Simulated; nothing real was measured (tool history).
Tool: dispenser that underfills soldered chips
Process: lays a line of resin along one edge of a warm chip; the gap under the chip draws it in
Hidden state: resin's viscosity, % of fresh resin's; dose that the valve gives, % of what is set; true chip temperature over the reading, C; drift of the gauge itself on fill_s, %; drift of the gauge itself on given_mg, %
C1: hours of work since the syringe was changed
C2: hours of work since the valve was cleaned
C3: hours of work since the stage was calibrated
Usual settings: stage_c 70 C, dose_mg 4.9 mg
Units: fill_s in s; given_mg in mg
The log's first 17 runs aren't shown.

{"run": 18, "hour": 57.7, "stage_c": 70, "dose_mg": 4.9, "C1": 6, "C2": 12, "C3": 72, "fill_s": 34.7, "given_mg": 4.76}
{"hour": 59.7, "done": "new syringe of resin"}
{"run": 19, "hour": 62.6, "stage_c": 62, "dose_mg": 5.52, "C1": 2, "C2": 15, "C3": 75, "fill_s": 33.8, "given_mg": 5.41}
{"run": 20, "hour": 66.1, "stage_c": 76, "dose_mg": 5.52, "C1": 4, "C2": 17, "C3": 77, "fill_s": 26.6, "given_mg": 5.43}
{"hour": 70.0, "done": "new syringe of resin"}
{"run": 21, "hour": 70.8, "stage_c": 60, "dose_mg": 5.31, "C1": 1, "C2": 20, "C3": 80, "fill_s": 31.5, "given_mg": 5.17}
{"run": 22, "hour": 75.5, "stage_c": 62, "dose_mg": 4.43, "C1": 4, "C2": 23, "C3": 83, "fill_s": 39.9, "given_mg": 4.32}
{"run": 23, "hour": 78.4, "stage_c": 76, "dose_mg": 5.28, "C1": 6, "C2": 25, "C3": 85, "fill_s": 29, "given_mg": 5.18}
{"hour": 80.3, "done": "new syringe of resin"}
{"run": 24, "hour": 82.4, "stage_c": 76, "dose_mg": 5.28, "C1": 1, "C2": 28, "C3": 88, "fill_s": 20.1, "given_mg": 5.06}
{"run": 25, "hour": 85.2, "stage_c": 60, "dose_mg": 4.81, "C1": 3, "C2": 29, "C3": 90, "fill_s": 39.8, "given_mg": 4.69}
{"run": 26, "hour": 87.9, "stage_c": 63, "dose_mg": 4.72, "C1": 5, "C2": 31, "C3": 91, "fill_s": 43.2, "given_mg": 4.56}
{"hour": 90.9, "done": "new syringe of resin"}
{"run": 27, "hour": 91.0, "stage_c": 70, "dose_mg": 6.02, "C1": 0, "C2": 33, "C3": 93, "fill_s": 23.3, "given_mg": 5.86}
{"run": 28, "hour": 94.3, "stage_c": 70, "dose_mg": 6.02, "C1": 2, "C2": 35, "C3": 95, "fill_s": 28, "given_mg": 5.81}
{"run": 29, "hour": 97.2, "stage_c": 69, "dose_mg": 4.9, "C1": 4, "C2": 37, "C3": 97, "fill_s": 33.8, "given_mg": 4.69}
{"run": 30, "hour": 100.1, "stage_c": 69, "dose_mg": 4.9, "C1": 6, "C2": 39, "C3": 99, "fill_s": 39.9, "given_mg": 4.71}
{"hour": 101.3, "done": "new syringe of resin"}
{"run": 31, "hour": 102.4, "stage_c": 79, "dose_mg": 4.92, "C1": 1, "C2": 40, "C3": 101, "fill_s": 18.2, "given_mg": 4.78}
{"run": 32, "hour": 107.0, "stage_c": 57, "dose_mg": 4.92, "C1": 4, "C2": 43, "C3": 104, "fill_s": 48.2, "given_mg": 4.71}

Forecast run 33:
{"hour": 111.6, "done": "new syringe of resin"}
{"run": 33, "hour": 111.9, "stage_c": 57, "dose_mg": 4.92, "C1": 0, "C2": 46, "C3": 107, "fill_s": "?", "given_mg": "?"}

fill_s: 34.7 s
given_mg: 4.71 mg
Without the tool's hidden state the same run would have given fill_s 33.5 s, given_mg 4.91 mg.
